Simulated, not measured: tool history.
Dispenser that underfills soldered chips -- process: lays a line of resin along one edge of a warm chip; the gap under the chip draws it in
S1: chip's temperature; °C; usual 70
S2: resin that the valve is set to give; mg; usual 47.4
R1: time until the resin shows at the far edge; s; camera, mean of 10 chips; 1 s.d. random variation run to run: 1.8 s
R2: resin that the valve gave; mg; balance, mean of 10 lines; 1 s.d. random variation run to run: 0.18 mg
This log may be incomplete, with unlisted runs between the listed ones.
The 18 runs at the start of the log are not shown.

{"hour": 183.9, "done": "new syringe of resin"}
{"hour": 193.4, "done": "new syringe of resin"}
{"run": 19, "hour": 194.7, "S1": 79, "S2": 59.6, "R1": 112.1, "R2": 58.44}
{"hour": 200.2, "done": "dispensing valve cleaned and set on the balance"}
{"hour": 203.6, "done": "new syringe of resin"}
{"run": 20, "hour": 205.1, "S1": 78, "S2": 59.9, "R1": 119.2, "R2": 60.09}
{"hour": 212.3, "done": "new syringe of resin"}
{"run": 21, "hour": 216.3, "S1": 70, "S2": 52.6, "R1": 190.5, "R2": 52.46}
{"hour": 221.2, "done": "new syringe of resin"}
{"run": 22, "hour": 229.0, "S1": 70, "S2": 52.6, "R1": 220.8, "R2": 52.85}
{"hour": 230.2, "done": "new syringe of resin"}
{"hour": 239.6, "done": "new syringe of resin"}
{"run": 23, "hour": 242.1, "S1": 61, "S2": 50.5, "R1": 284.7, "R2": 50.01}
{"hour": 248.8, "done": "new syringe of resin"}
{"run": 24, "hour": 255.6, "S1": 76, "S2": 50.4, "R1": 154.5, "R2": 49.96}
{"hour": 257.7, "done": "new syringe of resin"}
{"hour": 267.7, "done": "new syringe of resin"}
{"run": 25, "hour": 268.2, "S1": 65, "S2": 41, "R1": 230.5, "R2": 40.25}
{"hour": 276.7, "done": "new syringe of resin"}
{"run": 26, "hour": 282.4, "S1": 65, "S2": 41.1, "R1": 277, "R2": 40.32}
{"hour": 286.5, "done": "new syringe of resin"}
{"run": 27, "hour": 290.3, "S1": 65, "S2": 41.1, "R1": 255.5, "R2": 40.54}
{"hour": 295.5, "done": "new syringe of resin"}
{"run": 28, "hour": 301.5, "S1": 68, "S2": 54.4, "R1": 219.3, "R2": 53.39}
{"hour": 304.4, "done": "new syringe of resin"}
{"hour": 307.8, "done": "dispensing valve cleaned and set on the balance"}
{"run": 29, "hour": 310.1, "S1": 67, "S2": 41.4, "R1": 236.1, "R2": 41.29}
{"hour": 314.4, "done": "new syringe of resin"}
{"run": 30, "hour": 321.8, "S1": 74, "S2": 52.1, "R1": 166, "R2": 51.64}
{"hour": 324.0, "done": "new syringe of resin"}
{"run": 31, "hour": 332.1, "S1": 74, "S2": 44.4, "R1": 181.4, "R2": 44.14}
{"hour": 333.7, "done": "new syringe of resin"}
{"hour": 342.6, "done": "new syringe of resin"}
{"run": 32, "hour": 346.0, "S1": 74, "S2": 44.4, "R1": 152.8, "R2": 43.77}
{"hour": 352.0, "done": "new syringe of resin"}
{"run": 33, "hour": 357.3, "S1": 59, "S2": 44.1, "R1": 347, "R2": 43.14}

Branching from run 33: 3 alternative next runs. What would each branch give?
{"hour": 361.0, "done": "new syringe of resin"}
{"run": "A", "hour": 368.2, "S1": 66, "S2": 61.3, "R1": "?", "R2": "?"}
{"hour": 361.0, "done": "new syringe of resin"}
{"run": "B", "hour": 368.2, "S1": 77, "S2": 42.7, "R1": "?", "R2": "?"}
{"hour": 361.0, "done": "new syringe of resin"}
{"run": "C", "hour": 368.2, "S1": 59, "S2": 44.4, "R1": "?", "R2": "?"}

run=A R1=246.3 R2=59.76
run=B R1=153.8 R2=41.97
run=C R1=374.6 R2=43.86
What these runs would have given with no unlogged condition in the tool:
run=A R1=215.9 R2=60.77
run=B R1=133.3 R2=42.68
run=C R1=328.4 R2=44.6
